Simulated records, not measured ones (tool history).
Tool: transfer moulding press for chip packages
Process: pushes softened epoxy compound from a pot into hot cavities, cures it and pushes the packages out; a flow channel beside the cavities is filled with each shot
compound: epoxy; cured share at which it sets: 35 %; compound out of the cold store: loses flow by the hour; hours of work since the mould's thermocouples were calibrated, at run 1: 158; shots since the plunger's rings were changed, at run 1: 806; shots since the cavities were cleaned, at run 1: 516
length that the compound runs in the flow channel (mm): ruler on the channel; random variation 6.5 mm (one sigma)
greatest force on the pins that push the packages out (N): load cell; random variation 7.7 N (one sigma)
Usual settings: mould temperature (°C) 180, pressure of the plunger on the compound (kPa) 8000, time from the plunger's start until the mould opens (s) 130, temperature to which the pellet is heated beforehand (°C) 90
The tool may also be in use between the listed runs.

| run | day | mould temperature (°C) | pressure of the plunger on the compound (kPa) | time from the plunger's start until the mould opens (s) | temperature to which the pellet is heated beforehand (°C) | hours of work since the mould's thermocouples were calibrated | shots since the plunger's rings were changed | shots since the cavities were cleaned | incoming compound's hours out of the cold store | length that the compound runs in the flow channel (mm) | greatest force on the pins that push the packages out (N) |
|---|---|---|---|---|---|---|---|---|---|---|---|
| 1 | 0 | 180 | 8000 | 130 | 90 | 158 | 806 | 516 | 47.9 | 709 | 537 |
| 2 | 0.412 | 173 | 8000 | 130 | 90 | 165 | 912 | 622 | 15.6 | 895 | 910 |
|  | 0.621 | cavities cleaned with cleaning compound and waxed |
| 3 | 0.692 | 173 | 8000 | 130 | 90 | 169 | 967 | 17 | 19.7 | 861 | 519 |
| 4 | 0.917 | 173 | 8000 | 130 | 90 | 173 | 1026 | 76 | 33.9 | 787 | 537 |
| 5 | 1.375 | 180 | 8000 | 130 | 90 | 181 | 1143 | 193 | 12.9 | 866 | 424 |
| 6 | 1.788 | 180 | 8000 | 130 | 90 | 189 | 1249 | 299 | 12.4 | 873 | 510 |
| 7 | 2.133 | 180 | 8000 | 130 | 90 | 195 | 1338 | 388 | 26.2 | 797 | 520 |
| 8 | 2.6 | 172 | 8000 | 130 | 90 | 203 | 1457 | 507 | 36.1 | 768 | 816 |
| 9 | 3 | 172 | 8000 | 130 | 90 | 211 | 1560 | 610 | 17.3 | 863 | 980 |
|  | 3.267 | cavities cleaned with cleaning compound and waxed |
| 10 | 3.325 | 180 | 6610 | 130 | 90 | 215 | 1628 | 16 | 26.7 | 719 | 342 |
| 11 | 3.617 | 187 | 7530 | 120 | 90 | 221 | 1703 | 91 | 41.5 | 688 | 348 |
| 12 | 4.042 | 187 | 7530 | 120 | 90 | 228 | 1811 | 199 | 43.8 | 668 | 392 |
| 13 | 4.508 | 187 | 7530 | 130 | 92 | 237 | 1932 | 320 | 9.1 | 833 | 438 |
| 14 | 4.925 | 185 | 8000 | 134 | 90 | 244 | 2039 | 427 | 43.1 | 695 | 493 |
| 15 | 5.329 | 177 | 8000 | 134 | 83 | 251 | 2143 | 531 | 17.5 | 831 | 622 |
| 16 | 5.612 | 177 | 7590 | 134 | 82 | 256 | 2215 | 603 | 22 | 801 | 622 |
|  | 5.921 | cavities cleaned with cleaning compound and waxed |
| 17 | 6.021 | 180 | 8000 | 165 | 97 | 263 | 2304 | 26 | 37.6 | 728 | 300 |
| 18 | 6.254 | 175 | 8000 | 163 | 90 | 267 | 2364 | 86 | 38.2 | 757 | 357 |
| 19 | 6.738 | 175 | 8000 | 163 | 90 | 276 | 2489 | 211 | 47.1 | 696 | 431 |
| 20 | 7.071 | 180 | 6990 | 111 | 95 | 281 | 2574 | 296 | 45.7 | 644 | 566 |

Forecast each of these 5 alternatives for the next run:
| A | 7.271 | 187 | 6990 | 137 | 95 | 285 | 2626 | 348 | 35.5 | ? | ? |
| B | 7.271 | 180 | 6460 | 130 | 98 | 285 | 2626 | 348 | 47.4 | ? | ? |
| C | 7.271 | 188 | 8070 | 115 | 90 | 285 | 2626 | 348 | 39.2 | ? | ? |
| D | 7.271 | 184 | 6990 | 111 | 95 | 285 | 2626 | 348 | 29.4 | ? | ? |
| E | 7.271 | 178 | 8000 | 130 | 88 | 285 | 2626 | 348 | 43 | ? | ? |

| run | length that the compound runs in the flow channel (mm) | greatest force on the pins that push the packages out (N) |
|---|---|---|
| A | 675 | 449 |
| B | 605 | 478 |
| C | 707 | 463 |
| D | 709 | 506 |
| E | 717 | 527 |
Without the tool's hidden state the same runs would have given:
| run | length that the compound runs in the flow channel (mm) | greatest force on the pins that push the packages out (N) |
|---|---|---|
| A | 713 | 283 |
| B | 640 | 307 |
| C | 748 | 295 |
| D | 749 | 327 |
| E | 757 | 343 |

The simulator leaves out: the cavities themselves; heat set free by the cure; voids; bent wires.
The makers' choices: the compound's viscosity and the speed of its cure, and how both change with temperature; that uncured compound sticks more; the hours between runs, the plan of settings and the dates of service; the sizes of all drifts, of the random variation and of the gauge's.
